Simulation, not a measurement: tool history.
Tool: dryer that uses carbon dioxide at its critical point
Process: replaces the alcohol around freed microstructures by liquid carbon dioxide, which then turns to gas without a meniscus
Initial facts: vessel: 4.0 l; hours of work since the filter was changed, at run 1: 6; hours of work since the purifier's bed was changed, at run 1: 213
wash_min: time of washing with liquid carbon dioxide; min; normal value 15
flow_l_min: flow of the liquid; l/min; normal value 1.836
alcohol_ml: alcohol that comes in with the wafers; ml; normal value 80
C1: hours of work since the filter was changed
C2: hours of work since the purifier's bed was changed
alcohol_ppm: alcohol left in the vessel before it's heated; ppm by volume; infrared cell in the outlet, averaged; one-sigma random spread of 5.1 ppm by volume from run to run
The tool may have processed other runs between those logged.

{"run": 1, "day": 0.0, "wash_min": 15, "flow_l_min": 1.836, "alcohol_ml": 80, "C1": 6, "C2": 213, "alcohol_ppm": 157}
{"run": 2, "day": 1.017, "wash_min": 15, "flow_l_min": 1.836, "alcohol_ml": 80, "C1": 24, "C2": 230, "alcohol_ppm": 166}
{"run": 3, "day": 1.992, "wash_min": 15, "flow_l_min": 1.836, "alcohol_ml": 80, "C1": 40, "C2": 247, "alcohol_ppm": 177}
{"run": 4, "day": 2.738, "wash_min": 15, "flow_l_min": 1.836, "alcohol_ml": 80, "C1": 53, "C2": 260, "alcohol_ppm": 184}
{"run": 5, "day": 3.404, "wash_min": 15, "flow_l_min": 1.836, "alcohol_ml": 66, "C1": 65, "C2": 271, "alcohol_ppm": 173}
{"run": 6, "day": 4.408, "wash_min": 15, "flow_l_min": 1.836, "alcohol_ml": 66, "C1": 82, "C2": 288, "alcohol_ppm": 186}
{"run": 7, "day": 5.092, "wash_min": 15, "flow_l_min": 1.836, "alcohol_ml": 66, "C1": 93, "C2": 300, "alcohol_ppm": 194}
{"run": 8, "day": 6.117, "wash_min": 15, "flow_l_min": 1.5, "alcohol_ml": 100, "C1": 111, "C2": 317, "alcohol_ppm": 457}
{"run": 9, "day": 6.888, "wash_min": 15, "flow_l_min": 1.82, "alcohol_ml": 80, "C1": 124, "C2": 331, "alcohol_ppm": 233}
{"run": 10, "day": 7.888, "wash_min": 15, "flow_l_min": 1.82, "alcohol_ml": 80, "C1": 141, "C2": 348, "alcohol_ppm": 247}
{"run": 11, "day": 8.95, "wash_min": 17, "flow_l_min": 1.82, "alcohol_ml": 29, "C1": 159, "C2": 366, "alcohol_ppm": 172}
{"run": 12, "day": 9.925, "wash_min": 9, "flow_l_min": 1.99, "alcohol_ml": 80, "C1": 176, "C2": 383, "alcohol_ppm": 818}
{"run": 13, "day": 10.508, "wash_min": 9, "flow_l_min": 1.99, "alcohol_ml": 80, "C1": 186, "C2": 393, "alcohol_ppm": 839}
{"run": 14, "day": 11.096, "wash_min": 9, "flow_l_min": 1.99, "alcohol_ml": 80, "C1": 196, "C2": 403, "alcohol_ppm": 857}

Each row is a separate what-if for the run after 14, all from the same tool condition, not one after another. Results?
{"run": "A", "day": 12.125, "wash_min": 21, "flow_l_min": 1.58, "alcohol_ml": 82, "C1": 214, "C2": 420, "alcohol_ppm": "?"}
{"run": "B", "day": 12.125, "wash_min": 10, "flow_l_min": 2.24, "alcohol_ml": 53, "C1": 214, "C2": 420, "alcohol_ppm": "?"}
{"run": "C", "day": 12.125, "wash_min": 9, "flow_l_min": 2.91, "alcohol_ml": 108, "C1": 214, "C2": 420, "alcohol_ppm": "?"}

run=A alcohol_ppm=215
run=B alcohol_ppm=366
run=C alcohol_ppm=354
Take away the tool's hidden state, keep each run's random variation, and the runs would have read:
run=A alcohol_ppm=30
run=B alcohol_ppm=134
run=C alcohol_ppm=114
